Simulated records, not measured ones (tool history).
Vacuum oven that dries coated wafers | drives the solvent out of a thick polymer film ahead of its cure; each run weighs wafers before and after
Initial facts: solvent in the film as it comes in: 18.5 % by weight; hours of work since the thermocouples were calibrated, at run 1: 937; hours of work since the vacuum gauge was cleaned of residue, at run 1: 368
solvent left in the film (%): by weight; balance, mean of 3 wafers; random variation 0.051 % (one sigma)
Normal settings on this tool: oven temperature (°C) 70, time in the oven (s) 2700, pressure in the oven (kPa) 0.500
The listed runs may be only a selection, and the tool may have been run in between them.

| run | hour | oven temperature (°C) | time in the oven (s) | pressure in the oven (kPa) | hours of work since the thermocouples were calibrated | hours of work since the vacuum gauge was cleaned of residue | solvent left in the film (%) |
|---|---|---|---|---|---|---|---|
| 1 | 0.0 | 70 | 2700 | 0.500 | 937 | 368 | 1.41 |
| 2 | 21.9 | 70 | 2700 | 0.500 | 949 | 380 | 1.42 |
| 3 | 49.1 | 70 | 2700 | 0.500 | 963 | 394 | 1.51 |
| 4 | 65.5 | 70 | 2700 | 0.500 | 971 | 402 | 1.48 |
| 5 | 89.3 | 70 | 2700 | 0.438 | 984 | 415 | 1.40 |
| 6 | 117.3 | 70 | 2700 | 0.438 | 998 | 429 | 1.53 |
| 7 | 133.8 | 70 | 2700 | 0.438 | 1007 | 438 | 1.44 |
| 8 | 154.0 | 66 | 3360 | 0.500 | 1018 | 448 | 1.60 |
| 9 | 179.5 | 66 | 3360 | 0.500 | 1031 | 462 | 1.65 |
| 10 | 207.1 | 74 | 2700 | 1.206 | 1045 | 476 | 1.21 |
| 11 | 232.8 | 80 | 2700 | 0.431 | 1059 | 489 | 0.35 |
| 12 | 253.4 | 84 | 1740 | 1.246 | 1069 | 500 | 0.89 |
| 13 | 269.1 | 70 | 2760 | 1.935 | 1078 | 508 | 2.00 |

Each row is a separate what-if for the run after 13, all from the same tool condition, not one after another. Results?
| A | 295.5 | 74 | 2640 | 0.350 | 1091 | 522 | ? |
| B | 295.5 | 82 | 2700 | 0.500 | 1091 | 522 | ? |
| C | 295.5 | 75 | 2760 | 0.567 | 1091 | 522 | ? |
| D | 295.5 | 70 | 2760 | 0.477 | 1091 | 522 | ? |
| E | 295.5 | 71 | 2460 | 0.329 | 1091 | 522 | ? |

| run | solvent left in the film (%) |
|---|---|
| A | 0.96 |
| B | 0.33 |
| C | 0.91 |
| D | 1.40 |
| E | 1.58 |
Take away the tool's hidden state, keep each run's random variation, and the runs would have read:
| run | solvent left in the film (%) |
|---|---|
| A | 0.68 |
| B | 0.21 |
| C | 0.67 |
| D | 1.03 |
| E | 1.19 |
